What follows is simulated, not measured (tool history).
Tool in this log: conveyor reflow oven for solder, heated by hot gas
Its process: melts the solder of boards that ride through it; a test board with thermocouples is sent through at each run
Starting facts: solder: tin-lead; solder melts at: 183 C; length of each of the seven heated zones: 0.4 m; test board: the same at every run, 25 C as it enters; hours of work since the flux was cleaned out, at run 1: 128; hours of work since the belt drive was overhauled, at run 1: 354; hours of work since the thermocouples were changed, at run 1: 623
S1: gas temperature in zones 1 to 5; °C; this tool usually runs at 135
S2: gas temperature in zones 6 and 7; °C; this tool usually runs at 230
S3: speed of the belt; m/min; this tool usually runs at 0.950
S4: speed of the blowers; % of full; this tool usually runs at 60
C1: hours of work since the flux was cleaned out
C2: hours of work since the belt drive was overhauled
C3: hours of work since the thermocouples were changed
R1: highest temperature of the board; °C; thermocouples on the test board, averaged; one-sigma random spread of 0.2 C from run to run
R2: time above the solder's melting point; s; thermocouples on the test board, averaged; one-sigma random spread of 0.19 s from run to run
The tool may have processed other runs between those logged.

run	hour	S1	S2	S3	S4	C1	C2	C3	R1	R2
1	0.0	135	230	0.950	60	128	354	623	212.9	34.6
2	13.0	142	230	0.950	60	135	361	630	214.3	37.3
3	29.9	135	230	0.950	60	144	371	639	213.0	34.3
4	48.5	135	230	0.950	60	155	381	650	212.9	34.9
5	59.1	135	230	0.950	68	160	387	656	214.9	36.2
# hour 65.1: flux residue cleaned out of gas plates and filters
6	81.3	135	230	0.950	68	9	396	665	215.0	36.3
7	98.8	135	230	0.950	68	19	406	675	215.4	36.3
8	108.3	135	230	0.950	68	24	412	680	215.2	36.4
9	116.8	135	230	0.950	60	29	416	685	212.8	35.0
10	127.0	135	230	0.950	60	34	422	691	212.8	34.7
11	145.8	139	225	1.110	74	45	432	701	208.4	27.9
12	159.7	135	243	0.770	60	53	440	709	231.2	53.8
13	171.5	124	230	0.950	70	59	447	715	213.9	33.4
14	180.1	139	230	0.950	60	64	451	720	214.0	36.0
15	194.9	127	228	0.950	60	72	460	728	209.6	31.1
16	208.5	127	228	0.950	60	80	467	736	209.5	31.3
17	220.5	146	235	0.868	73	86	474	743	224.5	47.7
18	238.4	146	235	0.868	73	96	484	753	224.4	47.7
19	255.1	135	235	0.868	73	106	493	762	223.3	44.4

Each row is a separate what-if for the run after 19, all from the same tool condition, not one after another. Results?
A	269.1	135	220	0.868	73	113	501	770	?	?
B	269.1	135	235	0.868	88	113	501	770	?	?
C	269.1	128	235	1.075	57	113	501	770	?	?
D	269.1	130	230	1.048	81	113	501	770	?	?
E	269.1	135	230	1.020	60	113	501	770	?	?

run	R1	R2
A	209.6	37.6
B	226.1	46.0
C	210.3	27.3
D	214.5	31.4
E	210.4	30.3
The same runs, with their run-to-run variation unchanged, on a tool lacking any hidden condition would have given:
run	R1	R2
A	209.6	37.6
B	226.1	46.0
C	210.3	27.3
D	214.4	31.3
E	210.4	30.3
